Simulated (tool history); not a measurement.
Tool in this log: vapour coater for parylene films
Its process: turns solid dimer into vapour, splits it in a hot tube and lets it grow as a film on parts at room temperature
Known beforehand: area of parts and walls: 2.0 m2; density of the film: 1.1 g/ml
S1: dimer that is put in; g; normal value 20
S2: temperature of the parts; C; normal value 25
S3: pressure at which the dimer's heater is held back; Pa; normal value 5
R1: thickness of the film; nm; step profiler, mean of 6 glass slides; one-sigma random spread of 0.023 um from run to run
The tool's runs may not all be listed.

{"run": 1, "day": 0.0, "S1": 20, "S2": 25, "S3": 5, "R1": 6090}
{"run": 2, "day": 1.45, "S1": 20, "S2": 25, "S3": 5, "R1": 6160}
{"run": 3, "day": 2.8, "S1": 20, "S2": 25, "S3": 3.93, "R1": 6410}
{"run": 4, "day": 3.988, "S1": 20, "S2": 25, "S3": 3.93, "R1": 6430}
{"run": 5, "day": 5.546, "S1": 20, "S2": 25, "S3": 3.93, "R1": 6440}
{"run": 6, "day": 6.946, "S1": 34, "S2": 25, "S3": 3.93, "R1": 11010}
{"run": 7, "day": 8.333, "S1": 20, "S2": 29, "S3": 5, "R1": 5280}
{"run": 8, "day": 9.488, "S1": 20, "S2": 25, "S3": 5, "R1": 6190}
{"run": 9, "day": 10.75, "S1": 20, "S2": 25, "S3": 5, "R1": 6170}
{"run": 10, "day": 12.208, "S1": 20, "S2": 25, "S3": 5, "R1": 6200}
{"run": 11, "day": 13.712, "S1": 20, "S2": 25, "S3": 5, "R1": 6220}
{"run": 12, "day": 14.65, "S1": 20, "S2": 25, "S3": 5, "R1": 6210}
{"day": 15.375, "done": "table's thermometer calibrated"}
{"run": 13, "day": 15.392, "S1": 20, "S2": 25, "S3": 5, "R1": 6160}
{"run": 14, "day": 16.212, "S1": 20, "S2": 25, "S3": 5, "R1": 6240}
{"run": 15, "day": 16.929, "S1": 20, "S2": 25, "S3": 5, "R1": 6270}
{"day": 18.021, "done": "gauge calibrated"}
{"run": 16, "day": 18.317, "S1": 20, "S2": 25, "S3": 5, "R1": 6140}
{"run": 17, "day": 19.275, "S1": 20, "S2": 25, "S3": 5, "R1": 6110}
{"run": 18, "day": 20.167, "S1": 20, "S2": 25, "S3": 5, "R1": 6130}
{"run": 19, "day": 20.988, "S1": 20, "S2": 25, "S3": 5, "R1": 6140}
{"run": 20, "day": 21.762, "S1": 20, "S2": 25, "S3": 5, "R1": 6140}
{"day": 22.596, "done": "trap's valve overhauled"}
{"run": 21, "day": 23.138, "S1": 20, "S2": 25, "S3": 5.98, "R1": 5970}
{"run": 22, "day": 24.621, "S1": 20, "S2": 25, "S3": 5.98, "R1": 5990}
{"run": 23, "day": 25.362, "S1": 20, "S2": 25, "S3": 8.95, "R1": 5520}
{"run": 24, "day": 26.046, "S1": 20, "S2": 25, "S3": 8.95, "R1": 5530}
{"run": 25, "day": 27.425, "S1": 11, "S2": 21, "S3": 8.86, "R1": 3590}
{"run": 26, "day": 29.004, "S1": 20, "S2": 20, "S3": 2.89, "R1": 8420}
{"run": 27, "day": 29.683, "S1": 25, "S2": 25, "S3": 2.62, "R1": 8770}
{"run": 28, "day": 31.108, "S1": 25, "S2": 25, "S3": 2.62, "R1": 8820}
{"run": 29, "day": 32.554, "S1": 16, "S2": 21, "S3": 10.41, "R1": 5130}
{"run": 30, "day": 33.933, "S1": 16, "S2": 21, "S3": 10.41, "R1": 5100}
{"run": 31, "day": 35.125, "S1": 28, "S2": 22, "S3": 2.5, "R1": 11280}
{"run": 32, "day": 35.975, "S1": 20, "S2": 27, "S3": 2.91, "R1": 6440}
{"run": 33, "day": 37.221, "S1": 13, "S2": 25, "S3": 5, "R1": 4090}
{"run": 34, "day": 38.542, "S1": 12, "S2": 21, "S3": 4.29, "R1": 4580}
{"run": 35, "day": 39.483, "S1": 12, "S2": 21, "S3": 9.07, "R1": 4000}
{"run": 36, "day": 40.896, "S1": 12, "S2": 21, "S3": 9.07, "R1": 3950}
{"run": 37, "day": 41.904, "S1": 19, "S2": 20, "S3": 6.69, "R1": 6990}
{"run": 38, "day": 43.421, "S1": 36, "S2": 20, "S3": 10.03, "R1": 12250}
{"run": 39, "day": 44.817, "S1": 36, "S2": 20, "S3": 10.03, "R1": 12340}
{"run": 40, "day": 45.746, "S1": 11, "S2": 26, "S3": 5.73, "R1": 3270}
{"run": 41, "day": 46.617, "S1": 11, "S2": 19, "S3": 2.62, "R1": 5030}
{"run": 42, "day": 47.821, "S1": 11, "S2": 20, "S3": 6.78, "R1": 4050}
{"run": 43, "day": 49.358, "S1": 20, "S2": 20, "S3": 5.25, "R1": 7760}
{"run": 44, "day": 50.638, "S1": 11, "S2": 20, "S3": 2.25, "R1": 4980}
{"run": 45, "day": 51.367, "S1": 20, "S2": 20, "S3": 5, "R1": 7800}
{"run": 46, "day": 52.504, "S1": 15, "S2": 25, "S3": 5, "R1": 4840}
{"run": 47, "day": 53.996, "S1": 20, "S2": 33, "S3": 2.8, "R1": 5210}
{"day": 55.629, "done": "trap's valve overhauled"}
{"run": 48, "day": 55.796, "S1": 20, "S2": 29, "S3": 8.56, "R1": 4930}

The same runs without the tool's hidden state, with the same run-to-run variation:
What the log doesn't record here: vapour lost through the trap's worn valve, %; true temperature of the parts over the reading, C; drift of the gauge itself on film_um, %.
run=1 R1=6090
run=2 R1=6160
run=3 R1=6390
run=4 R1=6400
run=5 R1=6390
run=6 R1=10910
run=7 R1=5220
run=8 R1=6110
run=9 R1=6090
run=10 R1=6100
run=11 R1=6110
run=12 R1=6090
run=13 R1=6030
run=14 R1=6110
run=15 R1=6130
run=16 R1=6140
run=17 R1=6110
run=18 R1=6120
run=19 R1=6120
run=20 R1=6110
run=21 R1=5930
run=22 R1=5940
run=23 R1=5460
run=24 R1=5470
run=25 R1=3550
run=26 R1=8290
run=27 R1=8630
run=28 R1=8660
run=29 R1=5030
run=30 R1=4990
run=31 R1=11020
run=32 R1=6280
run=33 R1=3980
run=34 R1=4460
run=35 R1=3890
run=36 R1=3830
run=37 R1=6760
run=38 R1=11830
run=39 R1=11890
run=40 R1=3150
run=41 R1=4840
run=42 R1=3880
run=43 R1=7440
run=44 R1=4760
run=45 R1=7460
run=46 R1=4620
run=47 R1=4960
run=48 R1=4680
